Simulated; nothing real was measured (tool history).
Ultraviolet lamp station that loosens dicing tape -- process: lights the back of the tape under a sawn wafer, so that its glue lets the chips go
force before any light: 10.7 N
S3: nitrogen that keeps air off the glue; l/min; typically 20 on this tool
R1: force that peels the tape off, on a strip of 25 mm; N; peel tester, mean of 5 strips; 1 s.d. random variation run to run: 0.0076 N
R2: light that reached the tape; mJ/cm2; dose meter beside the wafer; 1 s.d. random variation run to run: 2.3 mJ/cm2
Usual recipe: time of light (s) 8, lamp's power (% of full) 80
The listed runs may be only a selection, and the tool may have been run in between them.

Run 1, day 0.000: usual settings. Result: R1 0.283 N, R2 228 mJ/cm2.
Run 2, day 0.938: usual settings. Result: R1 0.296 N, R2 223 mJ/cm2.
Run 3, day 1.917: usual settings but S3 7 l/min. Result: R1 0.646 N, R2 225 mJ/cm2.
Run 4, day 3.192: usual settings but time of light (s) 5. Result: R1 0.723 N, R2 141 mJ/cm2.
Run 5, day 4.117: usual settings. Result: R1 0.297 N, R2 224 mJ/cm2.
Run 6, day 5.458: usual settings. Result: R1 0.284 N, R2 223 mJ/cm2.
Run 7, day 6.433: usual settings. Result: R1 0.292 N, R2 222 mJ/cm2.
Run 8, day 7.525: usual settings. Result: R1 0.280 N, R2 225 mJ/cm2.
Run 9, day 8.708: usual settings. Result: R1 0.276 N, R2 220 mJ/cm2.
Run 10, day 9.967: usual settings. Result: R1 0.285 N, R2 223 mJ/cm2.
Run 11, day 11.338: usual settings. Result: R1 0.294 N, R2 223 mJ/cm2.
Run 12, day 12.708: usual settings. Result: R1 0.286 N, R2 225 mJ/cm2.
Run 13, day 13.988: usual settings. Result: R1 0.289 N, R2 222 mJ/cm2.
Run 14, day 15.021: usual settings. Result: R1 0.278 N, R2 220 mJ/cm2.
Run 15, day 15.692: usual settings but time of light (s) 5, lamp's power (% of full) 96, S3 24 l/min. Result: R1 0.448 N, R2 170 mJ/cm2.
Run 16, day 17.092: usual settings but time of light (s) 9, lamp's power (% of full) 66, S3 21 l/min. Result: R1 0.325 N, R2 208 mJ/cm2.
Run 17, day 18.471: usual settings but time of light (s) 5, lamp's power (% of full) 77, S3 21 l/min. Result: R1 0.773 N, R2 133 mJ/cm2.
Run 18, day 19.408: usual settings but S3 11 l/min. Result: R1 0.414 N, R2 224 mJ/cm2.
Run 19, day 20.796: usual settings but time of light (s) 9, lamp's power (% of full) 93, S3 28 l/min. Result: R1 0.194 N, R2 289 mJ/cm2.
Run 20, day 21.767: usual settings but time of light (s) 9, lamp's power (% of full) 93, S3 28 l/min. Result: R1 0.207 N, R2 292 mJ/cm2.
Run 21, day 22.392: usual settings but time of light (s) 7, lamp's power (% of full) 93, S3 8 l/min. Result: R1 0.545 N, R2 227 mJ/cm2.
Run 22, day 23.171: usual settings but lamp's power (% of full) 83, S3 33 l/min. Result: R1 0.230 N, R2 230 mJ/cm2.
Run 23, day 24.258: usual settings but lamp's power (% of full) 83, S3 33 l/min. Result: R1 0.222 N, R2 233 mJ/cm2.
Run 24, day 24.938: usual settings but lamp's power (% of full) 61, S3 13 l/min. Result: R1 0.679 N, R2 172 mJ/cm2.
At day 25.450: window cleaned of glue's vapour.
Run 25, day 25.617: usual settings but lamp's power (% of full) 73, S3 13 l/min. Result: R1 0.443 N, R2 204 mJ/cm2.
Run 26, day 27.071: usual settings but lamp's power (% of full) 73, S3 13 l/min. Result: R1 0.455 N, R2 201 mJ/cm2.
Run 27, day 27.783: usual settings but lamp's power (% of full) 91, S3 19 l/min. Result: R1 0.241 N, R2 257 mJ/cm2.
Run 28, day 28.583: usual settings but lamp's power (% of full) 61, S3 19 l/min. Result: R1 0.502 N, R2 171 mJ/cm2.

Alternative continuations, all from the tool just after run 28; predict every row:
Run A, day 29.938: usual settings but lamp's power (% of full) 93, S3 19 l/min. Result: R1 ?, R2 ?.
Run B, day 29.938: usual settings but S3 18 l/min. Result: R1 ?, R2 ?.
Run C, day 29.938: usual settings but time of light (s) 5, lamp's power (% of full) 62. Result: R1 ?, R2 ?.
Run D, day 29.938: usual settings but time of light (s) 13, lamp's power (% of full) 61, S3 19 l/min. Result: R1 ?, R2 ?.
Run E, day 29.938: usual settings but lamp's power (% of full) 63. Result: R1 ?, R2 ?.

run     R1   R2
  A  0.245  260
  B  0.297  225
  C  1.287  108
  D  0.225  275
  E  0.450  175
What these runs would have given with no unlogged condition in the tool:
run     R1   R2
  A  0.244  260
  B  0.296  225
  C  1.285  108
  D  0.225  275
  E  0.449  176

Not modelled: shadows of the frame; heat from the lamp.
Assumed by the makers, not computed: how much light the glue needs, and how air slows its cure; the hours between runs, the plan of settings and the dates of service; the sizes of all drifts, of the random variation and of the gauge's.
